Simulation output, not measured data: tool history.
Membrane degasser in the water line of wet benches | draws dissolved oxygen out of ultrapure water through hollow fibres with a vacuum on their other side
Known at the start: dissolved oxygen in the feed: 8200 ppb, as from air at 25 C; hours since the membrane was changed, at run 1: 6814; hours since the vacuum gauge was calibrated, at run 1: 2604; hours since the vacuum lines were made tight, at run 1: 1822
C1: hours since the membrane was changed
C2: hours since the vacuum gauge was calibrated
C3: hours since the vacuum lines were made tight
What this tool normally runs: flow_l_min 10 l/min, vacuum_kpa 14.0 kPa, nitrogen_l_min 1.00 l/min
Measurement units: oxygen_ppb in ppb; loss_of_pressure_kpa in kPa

{"run": 1, "hour": 0.0, "flow_l_min": 10, "vacuum_kpa": 14.0, "nitrogen_l_min": 1.0, "C1": 6814, "C2": 2604, "C3": 1822, "oxygen_ppb": 294.2, "loss_of_pressure_kpa": 54.8}
{"run": 2, "hour": 158.2, "flow_l_min": 10, "vacuum_kpa": 14.0, "nitrogen_l_min": 1.0, "C1": 6972, "C2": 2763, "C3": 1981, "oxygen_ppb": 299.5, "loss_of_pressure_kpa": 54.6}
{"run": 3, "hour": 259.9, "flow_l_min": 10, "vacuum_kpa": 34.8, "nitrogen_l_min": 1.0, "C1": 7074, "C2": 2864, "C3": 2082, "oxygen_ppb": 737.2, "loss_of_pressure_kpa": 55.44}
{"run": 4, "hour": 368.5, "flow_l_min": 10, "vacuum_kpa": 34.8, "nitrogen_l_min": 1.0, "C1": 7183, "C2": 2973, "C3": 2191, "oxygen_ppb": 736.3, "loss_of_pressure_kpa": 54.83}
{"run": 5, "hour": 533.5, "flow_l_min": 10, "vacuum_kpa": 14.0, "nitrogen_l_min": 1.0, "C1": 7348, "C2": 3138, "C3": 2356, "oxygen_ppb": 297.3, "loss_of_pressure_kpa": 55.2}
{"run": 6, "hour": 673.1, "flow_l_min": 10, "vacuum_kpa": 14.0, "nitrogen_l_min": 1.0, "C1": 7487, "C2": 3278, "C3": 2495, "oxygen_ppb": 294.2, "loss_of_pressure_kpa": 54.88}
{"run": 7, "hour": 796.3, "flow_l_min": 10, "vacuum_kpa": 14.0, "nitrogen_l_min": 1.0, "C1": 7610, "C2": 3401, "C3": 2619, "oxygen_ppb": 296.8, "loss_of_pressure_kpa": 54.99}
{"run": 8, "hour": 973.9, "flow_l_min": 10, "vacuum_kpa": 14.0, "nitrogen_l_min": 1.0, "C1": 7788, "C2": 3578, "C3": 2796, "oxygen_ppb": 295.1, "loss_of_pressure_kpa": 55.26}
{"run": 9, "hour": 1089.0, "flow_l_min": 10, "vacuum_kpa": 27.4, "nitrogen_l_min": 1.0, "C1": 7903, "C2": 3694, "C3": 2911, "oxygen_ppb": 581.5, "loss_of_pressure_kpa": 54.92}
{"run": 10, "hour": 1188.2, "flow_l_min": 10, "vacuum_kpa": 14.0, "nitrogen_l_min": 1.0, "C1": 8002, "C2": 3793, "C3": 3011, "oxygen_ppb": 294.7, "loss_of_pressure_kpa": 54.98}
{"run": 11, "hour": 1276.3, "flow_l_min": 10, "vacuum_kpa": 14.0, "nitrogen_l_min": 1.0, "C1": 8090, "C2": 3881, "C3": 3099, "oxygen_ppb": 297.7, "loss_of_pressure_kpa": 55.28}
{"run": 12, "hour": 1389.0, "flow_l_min": 10, "vacuum_kpa": 18.4, "nitrogen_l_min": 1.0, "C1": 8203, "C2": 3993, "C3": 3211, "oxygen_ppb": 400.1, "loss_of_pressure_kpa": 54.97}
{"run": 13, "hour": 1480.4, "flow_l_min": 10, "vacuum_kpa": 18.4, "nitrogen_l_min": 1.0, "C1": 8295, "C2": 4085, "C3": 3303, "oxygen_ppb": 393.8, "loss_of_pressure_kpa": 55.53}
{"run": 14, "hour": 1638.2, "flow_l_min": 10, "vacuum_kpa": 18.4, "nitrogen_l_min": 1.0, "C1": 8452, "C2": 4243, "C3": 3461, "oxygen_ppb": 392.6, "loss_of_pressure_kpa": 54.72}
{"run": 15, "hour": 1839.9, "flow_l_min": 10, "vacuum_kpa": 18.4, "nitrogen_l_min": 1.0, "C1": 8654, "C2": 4444, "C3": 3662, "oxygen_ppb": 397.0, "loss_of_pressure_kpa": 55.35}
{"run": 16, "hour": 2016.0, "flow_l_min": 11, "vacuum_kpa": 14.0, "nitrogen_l_min": 1.0, "C1": 8830, "C2": 4621, "C3": 3838, "oxygen_ppb": 335.3, "loss_of_pressure_kpa": 60.47}
{"run": 17, "hour": 2159.9, "flow_l_min": 10, "vacuum_kpa": 19.3, "nitrogen_l_min": 0.42, "C1": 8974, "C2": 4764, "C3": 3982, "oxygen_ppb": 804.3, "loss_of_pressure_kpa": 54.99}
{"run": 18, "hour": 2315.8, "flow_l_min": 10, "vacuum_kpa": 23.0, "nitrogen_l_min": 1.7, "C1": 9130, "C2": 4920, "C3": 4138, "oxygen_ppb": 327.6, "loss_of_pressure_kpa": 55.11}
{"run": 19, "hour": 2490.8, "flow_l_min": 12, "vacuum_kpa": 16.3, "nitrogen_l_min": 1.0, "C1": 9305, "C2": 5095, "C3": 4313, "oxygen_ppb": 438.3, "loss_of_pressure_kpa": 66.51}
{"run": 20, "hour": 2573.7, "flow_l_min": 6, "vacuum_kpa": 10.0, "nitrogen_l_min": 1.09, "C1": 9388, "C2": 5178, "C3": 4396, "oxygen_ppb": 99.6, "loss_of_pressure_kpa": 33.04}

The next listed run, before its measurement:
{"run": 21, "hour": 2669.0, "flow_l_min": 8, "vacuum_kpa": 17.7, "nitrogen_l_min": 0.45, "C1": 9483, "C2": 5273, "C3": 4491, "oxygen_ppb": "?", "loss_of_pressure_kpa": "?"}

oxygen_ppb: 571.3 ppb
loss_of_pressure_kpa: 44.07 kPa
On a tool with no hidden condition, and with the same random variation, this run would have come out at oxygen_ppb 571.0 ppb, loss_of_pressure_kpa 44.05 kPa.
